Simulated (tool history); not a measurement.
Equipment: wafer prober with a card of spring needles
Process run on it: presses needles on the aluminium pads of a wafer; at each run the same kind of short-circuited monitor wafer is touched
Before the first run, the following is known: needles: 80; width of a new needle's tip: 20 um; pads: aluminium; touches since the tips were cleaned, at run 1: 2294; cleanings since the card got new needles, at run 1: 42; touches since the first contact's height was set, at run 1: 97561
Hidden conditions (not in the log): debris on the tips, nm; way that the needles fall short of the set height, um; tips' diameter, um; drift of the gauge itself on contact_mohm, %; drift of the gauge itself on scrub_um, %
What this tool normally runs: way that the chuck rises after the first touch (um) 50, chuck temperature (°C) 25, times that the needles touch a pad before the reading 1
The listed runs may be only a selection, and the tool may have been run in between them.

run    day  way that the chuck rises after the first touch (um)  chuck temperature (°C)  times that the needles touch a pad before the reading  touches since the tips were cleaned  cleanings since the card got new needles  touches since the first contact's height was set  resistance of one needle with its contact and lead (mohm)  way that a needle slides on the pad (um)
  1  0.000                                                   50                      25                                                      1                                 2294                                        42                                             97561                                                        315                                     11.68
     0.254  -- tips cleaned on abrasive film
  2  0.321                                                   50                      25                                                      1                                 1115                                        43                                            102897                                                        401                                     11.64
     0.662  -- tips cleaned on abrasive film
  3  0.688                                                   50                      25                                                      1                                  423                                        44                                            109043                                                        267                                     11.65
     1.054  -- tips cleaned on abrasive film
  4  1.225                                                   48                      25                                                      1                                 2832                                        45                                            118046                                                        338                                     11.13
     1.454  -- tips cleaned on abrasive film
  5  1.517                                                   50                      25                                                      1                                 1055                                        46                                            122950                                                        280                                     11.60
     1.854  -- tips cleaned on abrasive film
  6  1.912                                                   50                     111                                                      1                                  955                                        47                                            129552                                                        297                                     11.62
     1.967  -- tips cleaned on abrasive film, once more
  7  2.346                                                   50                      34                                                      1                                 6428                                        48                                            136829                                                        363                                     11.61
     2.383  -- tips cleaned on abrasive film
     2.783  -- tips cleaned on abrasive film
  8  3.008                                                   50                      25                                                      1                                 3819                                        50                                            147887                                                        341                                     11.57
     3.204  -- tips cleaned on abrasive film
  9  3.467                                                   49                      25                                                      1                                 4441                                        51                                            155596                                                        360                                     11.32
     3.604  -- tips cleaned on abrasive film
     4.025  -- tips cleaned on abrasive film
 10  4.121                                                   50                      25                                                      1                                 1601                                        53                                            166532                                                        284                                     11.58
     4.450  -- tips cleaned on abrasive film
 11  4.450                                                   50                      25                                                      1                                    0                                        54                                            172031                                                        241                                     11.56
 12  4.800                                                   50                      25                                                      1                                 5945                                        54                                            177976                                                        374                                     11.53
     4.862  -- tips cleaned on abrasive film
     5.258  -- tips cleaned on abrasive film
 13  5.258                                                   50                      25                                                      1                                    0                                        56                                            185535                                                        249                                     11.50
     5.675  -- tips cleaned on abrasive film
 14  5.800                                                   50                      25                                                      1                                 2092                                        57                                            194667                                                        321                                     11.52
     6.083  -- tips cleaned on abrasive film
 15  6.458                                                   44                      39                                                      2                                 6384                                        58                                            205765                                                        351                                     10.08
     6.492  -- tips cleaned on abrasive film
     6.729  -- height of the first contact set anew
     6.896  -- tips cleaned on abrasive film
 16  6.896                                                   50                      79                                                      1                                    0                                        60                                              2748                                                        258                                     11.76
     7.288  -- tips cleaned on abrasive film
 17  7.371                                                   50                     119                                                      1                                 1438                                        61                                             10707                                                        300                                     11.78
     7.683  -- tips cleaned on abrasive film
 18  7.946                                                   40                      89                                                      1                                 4437                                        62                                             20358                                                        420                                      9.42
     8.104  -- tips cleaned on abrasive film
     8.492  -- tips cleaned on abrasive film
 19  8.554                                                   55                      29                                                      2                                 1059                                        64                                             30512                                                        258                                     12.93
     8.892  -- tips cleaned on abrasive film
 20  9.171                                                   55                      29                                                      2                                 4703                                        65                                             40896                                                        296                                     12.93
     9.292  -- tips cleaned on abrasive film
     9.700  -- tips cleaned on abrasive film
 21  9.796                                                   39                      25                                                      1                                 1668                                        67                                             51343                                                        356                                      9.15

For run 22, what comes out?
     10.096  -- tips cleaned on abrasive film
 22  10.367                                                   39                      25                                                      1                                 4610                                        68                                             60909                                                          ?                                         ?

{"run 22": {"resistance of one needle with its contact and lead (mohm)": 445, "way that a needle slides on the pad (um)": 9.13}}
If the tool had no hidden condition, the same run with the same run-to-run variation would have returned resistance of one needle with its contact and lead (mohm) 241, way that a needle slides on the pad (um) 9.21.
